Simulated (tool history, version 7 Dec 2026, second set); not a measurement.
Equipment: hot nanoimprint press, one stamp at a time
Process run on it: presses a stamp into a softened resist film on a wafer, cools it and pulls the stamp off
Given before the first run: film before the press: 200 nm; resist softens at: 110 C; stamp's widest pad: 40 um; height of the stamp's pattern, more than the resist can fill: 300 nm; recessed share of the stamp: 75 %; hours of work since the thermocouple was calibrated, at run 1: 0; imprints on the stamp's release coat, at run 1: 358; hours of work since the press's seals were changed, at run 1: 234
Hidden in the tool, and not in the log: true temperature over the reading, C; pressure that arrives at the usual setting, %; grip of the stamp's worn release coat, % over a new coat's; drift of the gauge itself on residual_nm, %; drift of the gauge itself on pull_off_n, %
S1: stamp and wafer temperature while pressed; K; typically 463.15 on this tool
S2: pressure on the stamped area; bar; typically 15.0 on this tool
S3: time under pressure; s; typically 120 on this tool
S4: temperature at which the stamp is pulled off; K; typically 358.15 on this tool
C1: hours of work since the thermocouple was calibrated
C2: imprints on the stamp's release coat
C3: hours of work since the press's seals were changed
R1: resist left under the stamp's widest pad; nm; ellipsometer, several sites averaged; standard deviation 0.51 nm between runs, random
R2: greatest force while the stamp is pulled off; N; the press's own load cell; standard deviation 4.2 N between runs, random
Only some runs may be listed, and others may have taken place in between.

{"run": 1, "hour": 0.0, "S1": 463.15, "S2": 15.0, "S3": 120, "S4": 358.15, "C1": 0, "C2": 358, "C3": 234, "R1": 74.0, "R2": 208}
{"run": 2, "hour": 30.9, "S1": 463.15, "S2": 15.0, "S3": 144, "S4": 358.15, "C1": 25, "C2": 463, "C3": 259, "R1": 68.8, "R2": 210}
{"run": 3, "hour": 73.5, "S1": 463.15, "S2": 15.0, "S3": 144, "S4": 358.15, "C1": 59, "C2": 608, "C3": 293, "R1": 68.7, "R2": 204}
{"run": 4, "hour": 105.6, "S1": 463.15, "S2": 15.0, "S3": 144, "S4": 358.15, "C1": 84, "C2": 717, "C3": 318, "R1": 68.0, "R2": 209}
{"run": 5, "hour": 139.9, "S1": 463.15, "S2": 15.0, "S3": 144, "S4": 358.15, "C1": 111, "C2": 834, "C3": 346, "R1": 69.1, "R2": 207}
{"hour": 152.4, "done": "stamp cleaned and given a new release coat"}
{"run": 6, "hour": 195.8, "S1": 463.15, "S2": 18.5, "S3": 120, "S4": 358.15, "C1": 151, "C2": 148, "C3": 386, "R1": 64.0, "R2": 209}
{"run": 7, "hour": 246.0, "S1": 463.15, "S2": 18.5, "S3": 120, "S4": 358.15, "C1": 191, "C2": 318, "C3": 426, "R1": 65.5, "R2": 213}
{"run": 8, "hour": 294.4, "S1": 463.15, "S2": 18.5, "S3": 120, "S4": 358.15, "C1": 230, "C2": 483, "C3": 464, "R1": 66.0, "R2": 206}
{"run": 9, "hour": 318.3, "S1": 471.15, "S2": 18.5, "S3": 120, "S4": 358.15, "C1": 249, "C2": 564, "C3": 483, "R1": 52.2, "R2": 204}
{"run": 10, "hour": 347.6, "S1": 471.15, "S2": 18.5, "S3": 132, "S4": 358.15, "C1": 272, "C2": 664, "C3": 507, "R1": 49.8, "R2": 206}
{"run": 11, "hour": 379.5, "S1": 471.15, "S2": 18.5, "S3": 132, "S4": 358.15, "C1": 298, "C2": 773, "C3": 532, "R1": 49.8, "R2": 205}
{"hour": 393.4, "done": "plate thermocouple calibrated"}
{"hour": 416.8, "done": "stamp cleaned and given a new release coat"}
{"run": 12, "hour": 422.6, "S1": 471.15, "S2": 18.5, "S3": 132, "S4": 358.15, "C1": 19, "C2": 20, "C3": 559, "R1": 51.1, "R2": 202}
{"run": 13, "hour": 473.4, "S1": 471.15, "S2": 18.5, "S3": 132, "S4": 358.15, "C1": 59, "C2": 193, "C3": 600, "R1": 49.9, "R2": 214}
{"run": 14, "hour": 506.8, "S1": 471.15, "S2": 18.5, "S3": 132, "S4": 358.15, "C1": 86, "C2": 306, "C3": 626, "R1": 50.6, "R2": 204}
{"run": 15, "hour": 545.2, "S1": 463.15, "S2": 10.8, "S3": 108, "S4": 349.15, "C1": 116, "C2": 437, "C3": 657, "R1": 89.8, "R2": 238}
{"run": 16, "hour": 596.2, "S1": 463.15, "S2": 10.8, "S3": 108, "S4": 349.15, "C1": 157, "C2": 610, "C3": 698, "R1": 89.6, "R2": 245}
{"run": 17, "hour": 644.0, "S1": 459.15, "S2": 20.5, "S3": 120, "S4": 353.15, "C1": 195, "C2": 773, "C3": 736, "R1": 70.2, "R2": 228}
{"hour": 677.0, "done": "stamp cleaned and given a new release coat"}
{"run": 18, "hour": 682.5, "S1": 459.15, "S2": 20.5, "S3": 120, "S4": 353.15, "C1": 221, "C2": 19, "C3": 762, "R1": 70.9, "R2": 219}
{"run": 19, "hour": 733.1, "S1": 456.15, "S2": 15.0, "S3": 219, "S4": 358.15, "C1": 261, "C2": 191, "C3": 802, "R1": 71.3, "R2": 214}
{"run": 20, "hour": 770.2, "S1": 463.15, "S2": 10.3, "S3": 120, "S4": 358.15, "C1": 291, "C2": 317, "C3": 831, "R1": 88.3, "R2": 215}
{"hour": 792.0, "done": "plate thermocouple calibrated"}
{"run": 21, "hour": 804.4, "S1": 463.15, "S2": 10.3, "S3": 120, "S4": 358.15, "C1": 10, "C2": 423, "C3": 856, "R1": 89.9, "R2": 215}
{"run": 22, "hour": 847.3, "S1": 452.15, "S2": 15.9, "S3": 92, "S4": 345.15, "C1": 44, "C2": 569, "C3": 891, "R1": 109.0, "R2": 244}
{"run": 23, "hour": 880.6, "S1": 452.15, "S2": 15.9, "S3": 92, "S4": 345.15, "C1": 71, "C2": 682, "C3": 917, "R1": 108.6, "R2": 250}
{"run": 24, "hour": 913.1, "S1": 460.15, "S2": 23.7, "S3": 153, "S4": 351.15, "C1": 97, "C2": 793, "C3": 943, "R1": 57.0, "R2": 226}
{"hour": 939.0, "done": "stamp cleaned and given a new release coat"}
{"run": 25, "hour": 949.2, "S1": 463.15, "S2": 15.0, "S3": 120, "S4": 351.15, "C1": 120, "C2": 34, "C3": 967, "R1": 73.3, "R2": 231}

What if the next run were any one of these 5? Each begins from the tool's condition after run 25:
{"run": "A", "hour": 982.8, "S1": 463.15, "S2": 15.0, "S3": 84, "S4": 351.15, "C1": 147, "C2": 149, "C3": 994, "R1": "?", "R2": "?"}
{"run": "B", "hour": 982.8, "S1": 463.15, "S2": 15.0, "S3": 120, "S4": 362.15, "C1": 147, "C2": 149, "C3": 994, "R1": "?", "R2": "?"}
{"run": "C", "hour": 982.8, "S1": 463.15, "S2": 15.0, "S3": 120, "S4": 363.15, "C1": 147, "C2": 149, "C3": 994, "R1": "?", "R2": "?"}
{"run": "D", "hour": 982.8, "S1": 454.15, "S2": 15.0, "S3": 120, "S4": 351.15, "C1": 147, "C2": 149, "C3": 994, "R1": "?", "R2": "?"}
{"run": "E", "hour": 982.8, "S1": 475.15, "S2": 15.0, "S3": 120, "S4": 361.15, "C1": 147, "C2": 149, "C3": 994, "R1": "?", "R2": "?"}

run=A R1=84.4 R2=225
run=B R1=74.0 R2=194
run=C R1=73.9 R2=194
run=D R1=96.6 R2=231
run=E R1=53.3 R2=195
The same runs, with their run-to-run variation unchanged, on a tool lacking any hidden condition would have given:
run=A R1=84.4 R2=224
run=B R1=74.0 R2=194
run=C R1=73.9 R2=193
run=D R1=96.6 R2=231
run=E R1=53.3 R2=195

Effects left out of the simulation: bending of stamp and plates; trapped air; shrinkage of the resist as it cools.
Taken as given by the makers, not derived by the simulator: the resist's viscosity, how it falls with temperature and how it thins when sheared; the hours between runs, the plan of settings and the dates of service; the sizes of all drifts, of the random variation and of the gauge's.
